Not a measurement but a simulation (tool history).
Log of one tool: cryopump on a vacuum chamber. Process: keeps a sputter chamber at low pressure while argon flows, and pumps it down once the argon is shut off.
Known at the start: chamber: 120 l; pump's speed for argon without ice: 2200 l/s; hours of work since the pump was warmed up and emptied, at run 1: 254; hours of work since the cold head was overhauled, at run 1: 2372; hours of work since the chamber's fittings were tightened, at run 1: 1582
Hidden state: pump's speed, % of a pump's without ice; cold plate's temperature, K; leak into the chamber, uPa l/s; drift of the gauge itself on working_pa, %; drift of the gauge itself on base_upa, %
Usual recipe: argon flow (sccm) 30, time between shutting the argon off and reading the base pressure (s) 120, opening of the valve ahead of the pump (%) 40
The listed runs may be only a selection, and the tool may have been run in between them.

run,hour,argon flow (sccm),time between shutting the argon off and reading the base pressure (s),opening of the valve ahead of the pump (%),hours of work since the pump was warmed up and emptied,hours of work since the cold head was overhauled,hours of work since the chamber's fittings were tightened,pressure while argon flows (Pa),pressure after the wait (uPa)
1,0.0,30,120,40,254,2372,1582,0.0602,1.28
2,72.2,27,120,40,309,2427,1637,0.0538,1.33
3,134.0,30,120,40,356,2474,1684,0.0610,1.36
4,181.7,30,120,40,392,2511,1720,0.0599,1.40
5,270.0,30,120,40,459,2578,1787,0.0612,1.41
6,313.5,30,120,40,492,2611,1820,0.0615,1.45
7,420.9,30,120,40,574,2692,1902,0.0613,1.44
8,478.6,48,120,40,618,2736,1946,0.1000,1.49
9,539.6,48,120,40,664,2783,1992,0.0986,1.57
10,604.7,48,120,40,714,2832,2042,0.1006,1.54
11,682.8,48,120,40,773,2892,2101,0.1026,1.66
12,785.4,60,120,21,851,2970,2179,0.2296,1.68
13,862.3,60,120,36,910,3028,2238,0.1410,1.76
14,909.4,60,120,36,946,3064,2273,0.1422,1.71
15,973.8,60,120,36,994,3113,2322,0.1426,1.85
# hour 1032.3: pump warmed up, emptied and cooled again
16,1048.0,40,98,16,12,3166,2375,0.1943,1.63
17,1128.2,40,98,16,73,3227,2436,0.1938,1.73
# hour 1157.0: leaking fittings of the chamber tightened, without venting
18,1181.7,40,68,20,112,3266,19,0.1550,1.10
19,1247.3,16,132,59,162,3316,69,0.0217,0.67

3 ways to go on from here, each from the tool as it stands after run 19. What would each give?
A,1338.0,54,96,59,231,3384,138,?,?
B,1338.0,16,132,57,231,3384,138,?,?
C,1338.0,52,132,59,231,3384,138,?,?

run,pressure while argon flows (Pa),pressure after the wait (uPa)
A,0.0733,0.89
B,0.0227,0.71
C,0.0713,0.74
Stripped of hidden state, with their random variation kept, the same runs would have yielded:
run,pressure while argon flows (Pa),pressure after the wait (uPa)
A,0.0699,0.81
B,0.0217,0.63
C,0.0680,0.66
